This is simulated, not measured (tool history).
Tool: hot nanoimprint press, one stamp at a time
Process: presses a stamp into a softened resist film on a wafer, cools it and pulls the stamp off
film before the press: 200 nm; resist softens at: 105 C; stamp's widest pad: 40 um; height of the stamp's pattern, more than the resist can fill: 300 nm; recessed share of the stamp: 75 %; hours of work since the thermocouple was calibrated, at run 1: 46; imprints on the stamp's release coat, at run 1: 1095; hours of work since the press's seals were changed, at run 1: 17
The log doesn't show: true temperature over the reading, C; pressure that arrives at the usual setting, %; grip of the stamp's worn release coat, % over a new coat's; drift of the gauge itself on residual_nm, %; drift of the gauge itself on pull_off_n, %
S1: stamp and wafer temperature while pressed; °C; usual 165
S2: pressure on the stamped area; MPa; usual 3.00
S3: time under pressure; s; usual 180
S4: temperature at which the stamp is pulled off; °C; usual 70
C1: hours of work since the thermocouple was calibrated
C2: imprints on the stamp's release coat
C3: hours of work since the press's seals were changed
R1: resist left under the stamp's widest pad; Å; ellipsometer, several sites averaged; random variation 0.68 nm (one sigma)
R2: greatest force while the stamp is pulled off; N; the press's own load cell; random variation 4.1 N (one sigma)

run,day,S1,S2,S3,S4,C1,C2,C3,R1,R2
1,0.000,165,3.00,180,70,46,1095,17,775,234
2,0.504,165,2.12,180,70,52,1140,23,930,227
3,0.904,165,2.12,180,70,57,1175,28,918,231
4,1.267,165,2.12,180,70,62,1207,33,925,232
# day 1.842: stamp cleaned and given a new release coat
5,1.850,165,2.12,180,70,66,1,37,945,200
6,2.146,165,3.00,144,70,70,27,41,859,193
7,2.729,165,3.00,144,70,77,79,48,857,196
8,3.129,158,3.00,180,70,82,114,53,1095,198
9,3.683,158,3.00,180,70,89,163,60,1105,201
10,4.192,158,3.00,180,70,96,208,66,1109,210
11,4.596,158,3.00,180,70,101,244,71,1102,210
12,5.079,158,3.00,180,70,107,287,77,1092,214
13,5.554,158,3.00,180,70,113,329,83,1093,208
14,5.800,158,3.00,180,70,116,351,86,1097,214
15,6.233,165,3.00,180,70,121,390,92,794,213
16,6.729,160,3.00,192,70,127,434,98,984,213
17,7.283,165,3.00,188,70,134,483,105,792,226

Forecast run 18:
18,7.746,165,3.00,188,70,140,524,111,?,?

R1: 800 Å
R2: 215 N
Without the tool's hidden state the same run would have given R1 775 Å, R2 196 N.
